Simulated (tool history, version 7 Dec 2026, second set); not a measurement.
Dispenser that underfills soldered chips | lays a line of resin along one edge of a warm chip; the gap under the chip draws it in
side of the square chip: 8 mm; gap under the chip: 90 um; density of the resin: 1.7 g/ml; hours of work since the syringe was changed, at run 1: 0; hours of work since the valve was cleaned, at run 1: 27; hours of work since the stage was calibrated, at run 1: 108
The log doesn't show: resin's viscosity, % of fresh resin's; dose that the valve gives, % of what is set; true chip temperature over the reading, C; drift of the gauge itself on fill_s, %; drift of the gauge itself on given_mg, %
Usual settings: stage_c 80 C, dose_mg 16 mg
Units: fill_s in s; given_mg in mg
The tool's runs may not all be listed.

run,hour,stage_c,dose_mg,hours of work since the syringe was changed,hours of work since the valve was cleaned,hours of work since the stage was calibrated,fill_s,given_mg
1,0,80,16,0,27,108,9.9,15.6
2,7.6,80,16,5,32,112,13.6,15.58
3,12.6,80,19.1,8,35,116,16.9,18.63
# hour 19.1: new syringe of resin
4,21,80,16,1,40,121,10.1,15.72
5,28.4,80,18.2,6,45,126,14.3,17.75
6,32.6,80,18.2,9,47,128,17.6,17.46
7,36.7,80,18.2,11,50,131,20.5,17.57
# hour 37.7: new syringe of resin
8,44.7,80,18.2,4,55,136,13.6,17.6
9,53.8,80,18.2,10,61,142,19.3,17.5
# hour 56.5: new syringe of resin
10,63.2,80,18.2,4,67,148,13.3,17.55
11,70.5,80,18.2,9,71,152,17.6,17.43
# hour 75.6: new syringe of resin
12,75.6,85,16,0,75,155,8,15.23
13,84.5,80,14.9,6,80,161,14.5,14.04
14,89.5,80,15.5,9,83,164,18.1,14.65
# hour 94.3: new syringe of resin
15,96.3,65,13.7,1,88,169,19.4,12.88
16,100.5,65,13.7,4,90,171,22.7,12.93
17,106.5,65,13.7,8,94,175,29.1,12.79
# hour 113: new syringe of resin
18,115.7,80,20.2,2,100,181,11.2,18.87
19,119.9,74,20.2,4,103,183,16,18.95
20,129,94,18.4,10,108,189,12.6,17.11
# hour 132.1: dispensing valve cleaned and set on the balance
# hour 133.1: new syringe of resin
21,136.3,68,15.7,2,3,193,16.8,15.67
22,142.9,68,15.7,6,7,197,23.2,15.71
23,148.9,76,14.6,10,11,201,22.9,14.58
# hour 151.5: new syringe of resin
24,154.5,80,19.1,2,14,205,10.6,19
25,161.1,83,14.6,6,18,209,13.3,14.51

5 ways to go on from here, each from the tool as it stands after run 25. What would each give?
A,167.4,67,17.7,10,22,213,?,?
B,167.4,83,17,10,22,213,?,?
C,167.4,78,19.7,10,22,213,?,?
D,167.4,82,14.3,10,22,213,?,?
E,167.4,82,19.2,10,22,213,?,?

run,fill_s,given_mg
A,30.3,17.51
B,17,16.74
C,20.9,19.4
D,18.6,14.11
E,18.6,19.1
Without the tool's hidden state the same runs would have given:
run,fill_s,given_mg
A,15.2,17.71
B,8.6,16.93
C,10.7,19.62
D,9.2,14.27
E,9.7,19.32
